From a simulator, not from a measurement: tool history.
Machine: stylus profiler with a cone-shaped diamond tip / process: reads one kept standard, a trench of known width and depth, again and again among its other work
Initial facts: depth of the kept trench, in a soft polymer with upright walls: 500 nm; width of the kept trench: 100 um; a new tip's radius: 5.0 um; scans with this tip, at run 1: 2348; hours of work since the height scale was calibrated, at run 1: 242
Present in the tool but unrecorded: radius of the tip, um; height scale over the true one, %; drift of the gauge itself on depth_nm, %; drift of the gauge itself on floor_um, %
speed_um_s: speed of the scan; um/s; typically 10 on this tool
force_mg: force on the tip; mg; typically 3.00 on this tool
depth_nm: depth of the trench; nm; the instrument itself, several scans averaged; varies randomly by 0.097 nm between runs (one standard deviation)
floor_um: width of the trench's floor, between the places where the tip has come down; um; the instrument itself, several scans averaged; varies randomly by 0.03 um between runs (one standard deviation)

run	day	speed_um_s	force_mg	scans with this tip	hours of work since the height scale was calibrated	depth_nm	floor_um
1	0.000	10	3.00	2348	242	509.76	94.85
2	0.729	10	3.00	2453	253	509.86	94.92
3	1.942	10	3.00	2626	271	509.68	94.79
4	2.854	10	3.50	2757	284	510.90	94.77
5	3.892	10	2.36	2905	300	508.38	94.68
6	5.125	10	3.00	3081	318	509.85	94.65
7	5.879	10	3.00	3189	329	509.84	94.69
8	7.304	10	3.00	3393	350	509.81	94.59
9	8.792	36	3.00	3606	372	509.85	94.43
10	9.808	36	3.00	3752	387	510.12	94.44
11	11.267	10	3.00	3960	408	510.01	94.43
12	12.442	10	3.00	4128	426	509.99	94.38
13	13.912	10	3.00	4338	447	509.89	94.36
14	14.762	10	3.00	4460	460	509.96	94.30
15	15.575	10	3.00	4576	472	510.02	94.26
16	16.921	10	3.00	4769	492	509.92	94.25
17	18.246	10	3.00	4959	511	510.01	94.19
18	19.329	18	3.39	5113	527	510.91	94.15
19	19.975	18	3.39	5206	537	510.90	94.10
20	20.783	18	3.39	5321	549	510.86	94.09
21	22.325	10	3.35	5542	571	510.77	94.03
22	23.154	2	1.87	5661	584	507.49	94.03
23	24.167	2	1.87	5805	599	507.51	94.00
24	25.292	17	3.00	5967	615	510.02	93.90
25	25.996	4	3.00	6067	626	510.16	93.87
26	26.833	3	6.06	6187	638	515.87	93.86
27	28.058	3	6.06	6362	656	515.83	93.85
28	29.096	10	6.28	6510	671	516.38	93.83
29	30.329	12	1.06	6687	689	505.13	93.75
30	31.254	10	1.35	6819	703	506.13	93.76
31	32.396	29	3.00	6983	720	510.13	93.66

Here are 3 independent what-if runs from the current tool condition. What would each one return?
A	33.729	6	2.84	7174	740	?	?
B	33.729	7	1.19	7174	740	?	?
C	33.729	17	1.53	7174	740	?	?

run	depth_nm	floor_um
A	509.80	93.65
B	505.72	93.64
C	506.60	93.69
With the hidden condition removed and each run's random variation left untouched, the same runs would have given:
run	depth_nm	floor_um
A	509.39	95.60
B	505.32	95.59
C	506.20	95.64
